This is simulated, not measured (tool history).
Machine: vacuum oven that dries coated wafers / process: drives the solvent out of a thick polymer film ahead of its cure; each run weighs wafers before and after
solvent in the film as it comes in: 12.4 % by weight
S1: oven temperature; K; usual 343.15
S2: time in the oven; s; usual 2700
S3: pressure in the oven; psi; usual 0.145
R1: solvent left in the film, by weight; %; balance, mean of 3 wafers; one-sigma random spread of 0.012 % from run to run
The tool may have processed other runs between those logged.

run 1 hour=0 | S1=343.15 S2=2700 S3=0.145 | R1=1.07
run 2 hour=7 | S1=343.15 S2=2700 S3=0.145 | R1=1.05
run 3 hour=15.2 | S1=343.15 S2=1440 S3=0.145 | R1=2.59
run 4 hour=21.6 | S1=343.15 S2=1440 S3=0.145 | R1=2.58
run 5 hour=31.5 | S1=343.15 S2=2700 S3=0.145 | R1=1.03
run 6 hour=38.7 | S1=343.15 S2=2700 S3=0.145 | R1=1.08
run 7 hour=45 | S1=343.15 S2=2700 S3=0.145 | R1=1.03
run 8 hour=50.2 | S1=343.15 S2=2700 S3=0.141 | R1=1.02
run 9 hour=60.5 | S1=328.15 S2=2700 S3=0.145 | R1=3.92
run 10 hour=65.9 | S1=343.15 S2=2700 S3=0.145 | R1=1.03
run 11 hour=74.4 | S1=343.15 S2=2700 S3=0.145 | R1=1.01
run 12 hour=82.9 | S1=343.15 S2=2700 S3=0.145 | R1=1.03
run 13 hour=93.3 | S1=343.15 S2=2700 S3=0.513 | R1=2.21
-- hour=96.2 oven's thermocouples calibrated
run 14 hour=103.2 | S1=343.15 S2=2700 S3=0.513 | R1=2.04
run 15 hour=114.4 | S1=343.15 S2=2700 S3=0.145 | R1=0.9
run 16 hour=122.7 | S1=349.15 S2=2700 S3=0.145 | R1=0.49
run 17 hour=132.7 | S1=343.15 S2=2700 S3=0.132 | R1=0.88
run 18 hour=141.1 | S1=343.15 S2=2700 S3=0.132 | R1=0.87
run 19 hour=148.4 | S1=343.15 S2=2700 S3=0.442 | R1=1.8
run 20 hour=155.9 | S1=333.15 S2=3660 S3=0.161 | R1=1.75
run 21 hour=163.4 | S1=351.15 S2=2280 S3=0.145 | R1=0.49
-- hour=167 oven's thermocouples calibrated, once more
run 22 hour=176.5 | S1=340.15 S2=1920 S3=0.145 | R1=2.68
run 23 hour=183.3 | S1=331.15 S2=3240 S3=0.145 | R1=3.06
run 24 hour=195.2 | S1=334.15 S2=3480 S3=0.273 | R1=2.8
run 25 hour=203.3 | S1=343.15 S2=3900 S3=0.145 | R1=0.77
run 26 hour=212 | S1=333.15 S2=4140 S3=0.145 | R1=1.98
run 27 hour=221.8 | S1=333.15 S2=4140 S3=0.145 | R1=1.99
run 28 hour=233.1 | S1=354.15 S2=2700 S3=0.205 | R1=0.56
run 29 hour=244.8 | S1=344.15 S2=2940 S3=0.131 | R1=0.97
run 30 hour=252.6 | S1=343.15 S2=3120 S3=0.489 | R1=2.21
run 31 hour=263.1 | S1=343.15 S2=3120 S3=0.489 | R1=2.23
run 32 hour=269.2 | S1=343.15 S2=2700 S3=0.484 | R1=2.43
run 33 hour=274.5 | S1=343.15 S2=2700 S3=0.484 | R1=2.42
run 34 hour=282 | S1=329.15 S2=2700 S3=0.516 | R1=5.95
run 35 hour=288.5 | S1=351.15 S2=1740 S3=0.516 | R1=1.96
run 36 hour=295.7 | S1=357.15 S2=3360 S3=0.569 | R1=1.17
run 37 hour=301.6 | S1=341.15 S2=1560 S3=0.277 | R1=3.54
run 38 hour=308 | S1=357.15 S2=3180 S3=0.174 | R1=0.39

Here are 3 independent what-if runs from the current tool condition. What would each one return?
run A hour=318.8 | S1=342.15 S2=4080 S3=0.323 | R1=?
run B hour=318.8 | S1=349.15 S2=3780 S3=0.08 | R1=?
run C hour=318.8 | S1=330.15 S2=3840 S3=0.236 | R1=?

run=A R1=1.46
run=B R1=0.3
run=C R1=3.26
Without the tool's unlogged condition, the same runs would have read:
run=A R1=1.43
run=B R1=0.28
run=C R1=3.23
